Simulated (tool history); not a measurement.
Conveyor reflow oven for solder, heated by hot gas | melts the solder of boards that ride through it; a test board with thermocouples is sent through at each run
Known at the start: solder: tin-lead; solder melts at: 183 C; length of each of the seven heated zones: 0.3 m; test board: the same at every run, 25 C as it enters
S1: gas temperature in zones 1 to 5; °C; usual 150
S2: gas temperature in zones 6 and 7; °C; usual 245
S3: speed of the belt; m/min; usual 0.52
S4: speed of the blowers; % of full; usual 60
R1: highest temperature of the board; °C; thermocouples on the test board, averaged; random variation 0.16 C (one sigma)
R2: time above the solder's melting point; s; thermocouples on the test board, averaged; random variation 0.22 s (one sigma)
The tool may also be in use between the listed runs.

run	hour	S1	S2	S3	S4	R1	R2
1	0	150	245	0.52	60	225.9	61
2	24.6	150	245	0.52	69	227.6	62.3
3	44.7	150	245	0.52	69	227.6	62.1
4	61.7	150	245	0.52	60	225.7	61.4
5	88.1	150	245	0.52	60	225.6	61.2
6	103.1	150	245	0.52	60	225.3	60.9
7	117.4	150	237	0.52	60	219	57.2
8	138.4	150	246	0.52	60	226.3	61
9	161.5	144	245	0.52	60	223.7	58
10	187.2	144	245	0.52	60	223.6	57.8
# hour 194: flux residue cleaned out of gas plates and filters
11	209.1	144	245	0.52	60	223	57.1
12	233.7	144	245	0.52	60	222.6	57.2
13	258.3	144	245	0.52	60	222.6	57
14	274.9	144	245	0.52	60	222.4	56.8
15	303.2	150	245	0.49	60	226.1	64.9
16	316	150	251	0.52	60	228.7	63.1
# hour 329.2: flux residue cleaned out of gas plates and filters, once more
17	338	150	237	0.52	62	220.5	58.3
18	355.8	150	237	0.52	62	220.4	58.4
19	384.6	150	245	0.52	62	226.6	61.9
20	415.1	143	248	0.423	87	238.6	80.6
21	443.1	150	254	0.54	68	234	63.1
22	462.1	150	260	0.52	87	243.2	69.5
23	484.7	158	260	0.618	62	232.8	57.5
24	504.5	148	256	0.52	60	234.1	65.1
25	530.2	155	245	0.473	60	229.6	72.2
# hour 543.8: thermocouples of zones 6 and 7 changed
26	551.2	146	246	0.503	59	224.3	61.2
27	572.8	146	246	0.503	59	224.1	61.2
28	603.2	150	247	0.52	87	228.8	63.5
# hour 613.2: flux residue cleaned out of gas plates and filters
29	628.2	153	250	0.525	54	227.6	63.6
30	645.2	153	250	0.597	54	222.6	52.7
31	658.8	156	242	0.56	81	224.8	58.9
32	682.4	163	236	0.52	60	219.7	64

Forecast each of these 3 alternatives for the next run:
A	712	163	248	0.52	60	?	?
B	712	163	236	0.604	60	?	?
C	712	159	251	0.52	65	?	?

run	R1	R2
A	229.4	69.6
B	215.3	51.4
C	231.9	68.8
Without the tool's hidden state the same runs would have given:
run	R1	R2
A	229.4	68.3
B	215.3	50.5
C	231.9	67.5

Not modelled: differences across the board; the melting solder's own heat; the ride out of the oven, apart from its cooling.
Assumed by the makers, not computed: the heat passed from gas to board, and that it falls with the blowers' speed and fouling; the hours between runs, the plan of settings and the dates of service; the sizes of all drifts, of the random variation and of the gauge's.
